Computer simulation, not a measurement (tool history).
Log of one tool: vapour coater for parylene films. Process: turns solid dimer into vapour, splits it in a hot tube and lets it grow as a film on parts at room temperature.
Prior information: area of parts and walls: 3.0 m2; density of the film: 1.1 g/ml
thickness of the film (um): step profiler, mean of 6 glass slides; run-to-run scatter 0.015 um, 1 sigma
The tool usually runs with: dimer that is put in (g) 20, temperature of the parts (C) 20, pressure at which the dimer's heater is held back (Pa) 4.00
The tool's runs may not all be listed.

| run | day | dimer that is put in (g) | temperature of the parts (C) | pressure at which the dimer's heater is held back (Pa) | thickness of the film (um) |
|---|---|---|---|---|---|
| 1 | 0.000 | 20 | 20 | 4.00 | 3.62 |
| 2 | 0.271 | 20 | 21 | 4.00 | 3.53 |
| 3 | 0.554 | 20 | 20 | 4.00 | 3.63 |
| 4 | 0.983 | 13 | 20 | 4.00 | 2.37 |
| 5 | 1.592 | 13 | 20 | 4.00 | 2.35 |
| 6 | 2.067 | 13 | 20 | 4.00 | 2.36 |
| 7 | 2.621 | 20 | 20 | 4.00 | 3.63 |
| 8 | 2.992 | 20 | 28 | 4.00 | 2.95 |
| 9 | 3.317 | 20 | 21 | 4.00 | 3.52 |
| 10 | 3.654 | 15 | 20 | 4.00 | 2.73 |
| 11 | 4.133 | 15 | 20 | 4.00 | 2.71 |
| 12 | 4.712 | 20 | 20 | 4.00 | 3.63 |
| 13 | 5.075 | 20 | 20 | 4.00 | 3.58 |
| 14 | 5.592 | 20 | 20 | 4.00 | 3.61 |
| 15 | 6.012 | 20 | 20 | 4.00 | 3.58 |
|  | 6.408 | trap's valve overhauled |
| 16 | 6.642 | 20 | 20 | 4.00 | 3.75 |
| 17 | 7.000 | 28 | 20 | 8.86 | 4.91 |
| 18 | 7.533 | 22 | 24 | 4.26 | 3.70 |
| 19 | 8.054 | 22 | 24 | 4.26 | 3.68 |
|  | 8.142 | table's thermometer calibrated |
| 20 | 8.733 | 26 | 24 | 2.13 | 4.59 |
| 21 | 9.017 | 30 | 24 | 5.73 | 4.85 |
| 22 | 9.475 | 30 | 24 | 5.73 | 4.88 |
| 23 | 9.854 | 17 | 21 | 9.11 | 2.85 |
| 24 | 10.233 | 12 | 22 | 5.52 | 2.07 |
| 25 | 10.858 | 12 | 22 | 5.52 | 2.05 |
| 26 | 11.296 | 12 | 28 | 2.61 | 1.87 |
| 27 | 11.812 | 12 | 28 | 2.61 | 1.88 |

Alternative continuations, all from the tool just after run 27; predict every row:
|  | 12.096 | table's thermometer calibrated, once more |
| A | 12.275 | 20 | 24 | 10.32 | ? |
|  | 12.096 | table's thermometer calibrated, once more |
| B | 12.275 | 16 | 28 | 4.63 | ? |
|  | 12.096 | table's thermometer calibrated, once more |
| C | 12.275 | 14 | 20 | 4.00 | ? |
|  | 12.096 | table's thermometer calibrated, once more |
| D | 12.275 | 20 | 28 | 2.61 | ? |
|  | 12.096 | table's thermometer calibrated, once more |
| E | 12.275 | 10 | 14 | 10.13 | ? |

| run | thickness of the film (um) |
|---|---|
| A | 3.10 |
| B | 2.40 |
| C | 2.63 |
| D | 3.18 |
| E | 2.03 |
Had the tool no hidden state, the same runs would have come out as:
| run | thickness of the film (um) |
|---|---|
| A | 3.12 |
| B | 2.41 |
| C | 2.64 |
| D | 3.19 |
| E | 2.04 |
